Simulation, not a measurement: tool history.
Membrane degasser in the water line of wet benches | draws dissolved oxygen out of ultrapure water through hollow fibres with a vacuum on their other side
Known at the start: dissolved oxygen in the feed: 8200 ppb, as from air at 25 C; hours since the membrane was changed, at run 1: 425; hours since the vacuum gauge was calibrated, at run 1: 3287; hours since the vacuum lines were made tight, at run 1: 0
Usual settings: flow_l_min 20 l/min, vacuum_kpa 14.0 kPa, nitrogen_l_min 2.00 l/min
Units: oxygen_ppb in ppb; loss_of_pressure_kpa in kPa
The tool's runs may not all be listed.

| run | hour | flow_l_min | vacuum_kpa | nitrogen_l_min | hours since the membrane was changed | hours since the vacuum gauge was calibrated | hours since the vacuum lines were made tight | oxygen_ppb | loss_of_pressure_kpa |
|---|---|---|---|---|---|---|---|---|---|
| 1 | 0.0 | 20 | 14.0 | 2.00 | 425 | 3287 | 0 | 310.3 | 51.55 |
| 2 | 65.3 | 20 | 14.0 | 2.00 | 490 | 3352 | 65 | 305.4 | 51.42 |
| 3 | 97.9 | 20 | 14.0 | 2.00 | 523 | 3385 | 98 | 304.6 | 51.31 |
| 4 | 149.5 | 20 | 14.0 | 2.00 | 574 | 3437 | 150 | 301.7 | 51.38 |
| 5 | 205.5 | 20 | 14.0 | 2.00 | 630 | 3493 | 205 | 308.0 | 51.12 |
| 6 | 244.6 | 20 | 14.0 | 2.00 | 669 | 3532 | 245 | 303.4 | 51.06 |
| 7 | 310.9 | 20 | 14.0 | 2.00 | 736 | 3598 | 311 | 306.0 | 51.15 |
| 8 | 379.5 | 20 | 26.1 | 2.00 | 804 | 3667 | 379 | 560.1 | 51.33 |
| 9 | 441.2 | 20 | 14.0 | 2.00 | 866 | 3728 | 441 | 306.9 | 51.59 |
|  | 445.1 | vacuum gauge calibrated |
| 10 | 489.7 | 20 | 14.0 | 2.00 | 914 | 45 | 489 | 303.8 | 50.84 |
| 11 | 558.7 | 20 | 14.0 | 2.00 | 983 | 114 | 558 | 306.3 | 51.26 |
| 12 | 587.1 | 20 | 14.0 | 2.00 | 1011 | 142 | 587 | 308.6 | 51.44 |
|  | 627.8 | vacuum gauge calibrated, once more |
| 13 | 652.3 | 17 | 12.9 | 2.00 | 1076 | 25 | 651 | 219.7 | 43.36 |
| 14 | 712.4 | 20 | 14.0 | 0.94 | 1136 | 85 | 711 | 525.4 | 51.01 |
| 15 | 768.8 | 23 | 14.0 | 3.09 | 1192 | 141 | 768 | 287.9 | 59.24 |
| 16 | 834.1 | 23 | 14.0 | 3.09 | 1258 | 206 | 833 | 293.8 | 58.50 |
| 17 | 865.4 | 23 | 14.0 | 3.09 | 1289 | 238 | 864 | 290.1 | 59.33 |
| 18 | 930.5 | 16 | 14.0 | 3.09 | 1354 | 303 | 929 | 153.7 | 40.94 |
| 19 | 960.8 | 25 | 14.0 | 1.96 | 1385 | 333 | 960 | 437.5 | 64.29 |
| 20 | 993.7 | 25 | 15.9 | 3.44 | 1417 | 366 | 993 | 349.7 | 64.09 |
| 21 | 1062.2 | 16 | 17.0 | 2.00 | 1486 | 434 | 1061 | 275.2 | 41.03 |
| 22 | 1107.0 | 25 | 14.0 | 2.79 | 1531 | 479 | 1106 | 360.2 | 64.41 |

How the hidden state differs across the entries between the runs, from the last listed run before each to the first after it:
Between runs 9 and 10: vacuum gauge calibrated (hour 445.1)
  true pressure behind the membrane over the reading, kPa: 0.05 -> 0.08
  measured less the result without the state, oxygen_ppb: +2.1 -> +2.7 ppb; loss_of_pressure_kpa: +0.13 -> +0.14 kPa
Between runs 12 and 13: vacuum gauge calibrated, once more (hour 627.8)
  true pressure behind the membrane over the reading, kPa: 0.08 -> -0.05; air that leaks in behind the membrane, l/min: 0.0031 -> 0.0032
  measured less the result without the state, oxygen_ppb: +2.9 -> -0.2 ppb; loss_of_pressure_kpa: +0.16 -> +0.14 kPa
